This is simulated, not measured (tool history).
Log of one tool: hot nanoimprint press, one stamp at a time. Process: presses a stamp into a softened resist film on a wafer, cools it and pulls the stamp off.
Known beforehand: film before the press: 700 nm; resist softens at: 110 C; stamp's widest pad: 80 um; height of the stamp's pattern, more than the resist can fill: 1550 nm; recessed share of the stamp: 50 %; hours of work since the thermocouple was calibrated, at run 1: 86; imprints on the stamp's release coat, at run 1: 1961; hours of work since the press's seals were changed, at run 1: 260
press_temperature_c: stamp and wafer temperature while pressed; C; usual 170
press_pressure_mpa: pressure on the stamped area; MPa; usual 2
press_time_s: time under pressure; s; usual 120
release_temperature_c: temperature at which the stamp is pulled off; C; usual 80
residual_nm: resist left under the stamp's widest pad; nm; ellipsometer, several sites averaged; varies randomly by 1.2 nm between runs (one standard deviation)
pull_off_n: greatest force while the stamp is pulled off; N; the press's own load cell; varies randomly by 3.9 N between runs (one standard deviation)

run    hour  press_temperature_c  press_pressure_mpa  press_time_s  release_temperature_c  hours of work since the thermocouple was calibrated  imprints on the stamp's release coat  hours of work since the press's seals were changed  residual_nm  pull_off_n
  1       0                  170                   2           120                     80                                                   86                                  1961                                                 260        387.1         333
  2    37.1                  170                   2           120                     80                                                  113                                  2124                                                 286        382.1         358
  3    80.4                  170                   2           120                     80                                                  145                                  2315                                                 318        383.6         370
      109.9  -- stamp cleaned and given a new release coat
  4   127.4                  170                   2            81                     80                                                  174                                    77                                                 348          428         190
  5   170.8                  170                   2           120                     80                                                  206                                   268                                                 379        380.4         205
  6   203.3                  170                   2           120                     80                                                  229                                   411                                                 403        379.3         219
  7   266.9                  170                   2           120                     80                                                  275                                   691                                                 449        377.9         239
  8   327.7                  170                   2           120                     80                                                  319                                   958                                                 493        374.9         255
  9   358.7                  170                   2           120                     80                                                  342                                  1095                                                 515        374.3         275
 10   422.9                  170                   2           120                     80                                                  388                                  1377                                                 562        370.9         297
 11   456.2                  170                   2           120                     80                                                  412                                  1524                                                 586        371.9         302
 12   489.9                  170                   2           120                     80                                                  437                                  1672                                                 610        369.8         320
 13   524.3                  159                   2           120                     80                                                  462                                  1823                                                 635        561.4         330
 14   585.4                  170                   2           120                     66                                                  506                                  2092                                                 679          366         386
 15   630.2                  170                   2           120                     80                                                  539                                  2289                                                 712        367.3         366
      655.7  -- plate thermocouple calibrated
      667.9  -- stamp cleaned and given a new release coat
 16   687.1                  170                3.08           120                     69                                                   18                                    84                                                 746        319.7         210
 17   720.7                  170                3.08           120                     69                                                   43                                   232                                                 771        319.7         220
 18   782.4                  170                   2           120                     73                                                   87                                   503                                                 816        390.5         233
 19   842.7                  159                1.94           120                     80                                                  131                                   769                                                 859        584.5         241
 20   898.8                  173                2.33           199                     79                                                  172                                  1016                                                 900        261.4         261
 21   929.6                  170                 1.8           120                     88                                                  194                                  1151                                                 922        404.2         258
      964.1  -- press's hydraulic seals changed and the load cell set to zero
 22   990.7                  170                 1.8            97                     88                                                  233                                  1385                                                  19        424.9         283
 23  1027.8                  163                   2            79                     80                                                  259                                  1548                                                  46        548.9         306
 24  1071.3                  163                   2            79                     80                                                  291                                  1739                                                  78        547.8         317
 25  1136.2                  163                   2            79                     80                                                  338                                  2025                                                 125        547.7         351
 26  1194.6                  177                1.48           209                     80                                                  380                                  2282                                                 167        259.5         369
     1229.8  -- stamp cleaned and given a new release coat
 27  1231.5                  177                1.48           209                     80                                                  403                                     8                                                 189        259.5         187
 28  1284.8                  173                2.78           120                     80                                                  441                                   242                                                 228        269.5         205
 29  1316.3                  170                2.62           120                     80                                                  464                                   381                                                 251        323.3         218

Consider 5 possible next runs. They are alternatives, not a sequence: every one starts from the tool as it was left by run 29. What does each give?
  A  1354.8                  170                1.32           106                     80                                                  492                                   550                                                 279            ?           ?
  B  1354.8                  170                2.62           198                     80                                                  492                                   550                                                 279            ?           ?
  C  1354.8                  170                2.35           143                     80                                                  492                                   550                                                 279            ?           ?
  D  1354.8                  174                2.62           120                     80                                                  492                                   550                                                 279            ?           ?
  E  1354.8                  170                2.62           120                     87                                                  492                                   550                                                 279            ?           ?

run  residual_nm  pull_off_n
  A        459.1         228
  B        269.7         233
  C          319         221
  D        264.3         232
  E        322.7         212
Stripped of hidden state, with their random variation kept, the same runs would have yielded:
run  residual_nm  pull_off_n
  A        478.9         190
  B        286.1         195
  C        337.4         185
  D        279.5         194
  E        341.1         177
